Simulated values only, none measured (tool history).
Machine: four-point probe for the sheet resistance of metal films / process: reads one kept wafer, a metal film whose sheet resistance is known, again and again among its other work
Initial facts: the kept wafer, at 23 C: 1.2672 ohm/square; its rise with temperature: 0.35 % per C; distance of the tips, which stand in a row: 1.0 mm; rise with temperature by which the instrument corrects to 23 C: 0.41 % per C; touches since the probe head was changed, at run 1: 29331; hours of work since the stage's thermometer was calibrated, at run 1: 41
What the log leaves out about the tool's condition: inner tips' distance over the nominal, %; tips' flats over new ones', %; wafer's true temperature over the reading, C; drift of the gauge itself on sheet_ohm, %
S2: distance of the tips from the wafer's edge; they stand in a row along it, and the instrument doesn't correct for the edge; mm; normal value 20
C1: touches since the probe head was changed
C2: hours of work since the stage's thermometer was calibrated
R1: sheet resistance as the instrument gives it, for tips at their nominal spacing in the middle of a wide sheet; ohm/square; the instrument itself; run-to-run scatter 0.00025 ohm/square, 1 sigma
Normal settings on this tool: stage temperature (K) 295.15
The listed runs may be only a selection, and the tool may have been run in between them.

Run 1, day 0.000: usual settings; C1 29331; C2 41. Result: R1 1.264463 ohm/square.
Run 2, day 2.325: usual settings; C1 30155; C2 73. Result: R1 1.264783 ohm/square.
Run 3, day 4.592: usual settings; C1 30956; C2 104. Result: R1 1.264670 ohm/square.
Run 4, day 6.267: usual settings but stage temperature (K) 294.15; C1 31550; C2 127. Result: R1 1.265507 ohm/square.
Run 5, day 8.488: usual settings but stage temperature (K) 294.15; C1 32336; C2 157. Result: R1 1.264965 ohm/square.
Run 6, day 10.612: usual settings but stage temperature (K) 294.15; C1 33089; C2 186. Result: R1 1.265391 ohm/square.
Run 7, day 12.421: usual settings but stage temperature (K) 294.15; C1 33729; C2 211. Result: R1 1.266021 ohm/square.
Run 8, day 14.296: usual settings; C1 34393; C2 236. Result: R1 1.265162 ohm/square.
Run 9, day 17.308: usual settings; C1 35460; C2 277. Result: R1 1.264807 ohm/square.
Run 10, day 20.275: usual settings; C1 36510; C2 318. Result: R1 1.265531 ohm/square.
Run 11, day 23.633: usual settings; C1 37699; C2 364. Result: R1 1.265561 ohm/square.
Run 12, day 26.346: usual settings; C1 38659; C2 401. Result: R1 1.265866 ohm/square.
Run 13, day 28.625: usual settings; C1 39467; C2 432. Result: R1 1.265435 ohm/square.
Run 14, day 31.483: usual settings; C1 40479; C2 471. Result: R1 1.265410 ohm/square.
Run 15, day 34.533: usual settings but stage temperature (K) 292.15; C1 41559; C2 513. Result: R1 1.268049 ohm/square.
Run 16, day 36.667: usual settings but stage temperature (K) 292.15; C1 42315; C2 542. Result: R1 1.267853 ohm/square.
Run 17, day 39.579: usual settings but stage temperature (K) 292.15; C1 43344; C2 581. Result: R1 1.267635 ohm/square.
Run 18, day 42.038: usual settings but S2 52 mm; C1 44215; C2 615. Result: R1 1.264626 ohm/square.
Run 19, day 45.142: usual settings; C1 45315; C2 657. Result: R1 1.266389 ohm/square.
Run 20, day 47.233: usual settings; C1 46055; C2 686. Result: R1 1.266178 ohm/square.
Run 21, day 50.454: usual settings; C1 47196; C2 730. Result: R1 1.266455 ohm/square.
Run 22, day 53.612: usual settings but S2 48 mm; C1 48315; C2 773. Result: R1 1.264690 ohm/square.
Run 23, day 55.442: usual settings; C1 48962; C2 798. Result: R1 1.266417 ohm/square.
Run 24, day 57.450: usual settings; C1 49673; C2 825. Result: R1 1.266471 ohm/square.
Run 25, day 59.612: usual settings but S2 18 mm; C1 50438; C2 855. Result: R1 1.267435 ohm/square.
Run 26, day 61.375: usual settings but stage temperature (K) 296.15, S2 7 mm; C1 51062; C2 879. Result: R1 1.278335 ohm/square.
Run 27, day 63.812: usual settings but stage temperature (K) 304.15, S2 46 mm; C1 51925; C2 912. Result: R1 1.259088 ohm/square.
Run 28, day 67.083: usual settings but stage temperature (K) 304.15, S2 46 mm; C1 53084; C2 957. Result: R1 1.259605 ohm/square.
Run 29, day 69.162: usual settings but stage temperature (K) 298.15, S2 5 mm; C1 53820; C2 985. Result: R1 1.289300 ohm/square.
Run 30, day 71.229: usual settings but stage temperature (K) 298.15, S2 5 mm; C1 54551; C2 1013. Result: R1 1.289841 ohm/square.
Run 31, day 73.512: usual settings but S2 10 mm; C1 55360; C2 1045. Result: R1 1.272826 ohm/square.
Run 32, day 76.783: usual settings but stage temperature (K) 292.15, S2 61 mm; C1 56519; C2 1089. Result: R1 1.268812 ohm/square.
Run 33, day 79.367: usual settings but stage temperature (K) 300.15, S2 15 mm; C1 57433; C2 1125. Result: R1 1.265150 ohm/square.
Run 34, day 81.429: usual settings but stage temperature (K) 303.15; C1 58164; C2 1153. Result: R1 1.262031 ohm/square.
Run 35, day 84.721: usual settings but stage temperature (K) 303.15; C1 59329; C2 1198. Result: R1 1.261782 ohm/square.
Run 36, day 87.038: usual settings but S2 4 mm; C1 60149; C2 1229. Result: R1 1.307849 ohm/square.
Run 37, day 90.012: usual settings but S2 4 mm; C1 61203; C2 1270. Result: R1 1.307507 ohm/square.
Run 38, day 91.846: usual settings but S2 4 mm; C1 61852; C2 1295. Result: R1 1.307537 ohm/square.
Run 39, day 93.996: usual settings but stage temperature (K) 305.15, S2 14 mm; C1 62613; C2 1324. Result: R1 1.262449 ohm/square.
Run 40, day 96.562: usual settings but stage temperature (K) 298.15, S2 7 mm; C1 63521; C2 1359. Result: R1 1.278320 ohm/square.
Run 41, day 99.900: usual settings but stage temperature (K) 292.15, S2 6 mm; C1 64704; C2 1405. Result: R1 1.288157 ohm/square.
Run 42, day 102.912: usual settings but stage temperature (K) 293.15, S2 26 mm; C1 65770; C2 1446. Result: R1 1.269774 ohm/square.
Run 43, day 105.796: usual settings but stage temperature (K) 303.15, S2 21 mm; C1 66791; C2 1485. Result: R1 1.262838 ohm/square.
Run 44, day 107.912: usual settings but stage temperature (K) 293.15, S2 8 mm; C1 67540; C2 1514. Result: R1 1.279746 ohm/square.
Run 45, day 110.583: usual settings but stage temperature (K) 299.15, S2 8 mm; C1 68486; C2 1551. Result: R1 1.274899 ohm/square.
Run 46, day 113.767: usual settings but stage temperature (K) 298.15, S2 23 mm; C1 69613; C2 1594. Result: R1 1.266516 ohm/square.

Consider 3 possible next runs. They are alternatives, not a sequence: every one starts from the tool as it was left by run 46. What does each give?
Run A, day 116.192: usual settings but stage temperature (K) 306.15, S2 67 mm; C1 70472; C2 1627. Result: R1 ?.
Run B, day 116.192: usual settings but S2 13 mm; C1 70472; C2 1627. Result: R1 ?.
Run C, day 116.192: usual settings but stage temperature (K) 304.15, S2 27 mm; C1 70472; C2 1627. Result: R1 ?.

run        R1
  A  1.259847
  B  1.271633
  C  1.261887
Without the tool's unlogged condition, the same runs would have read:
run        R1
  A  1.260235
  B  1.271952
  C  1.262263
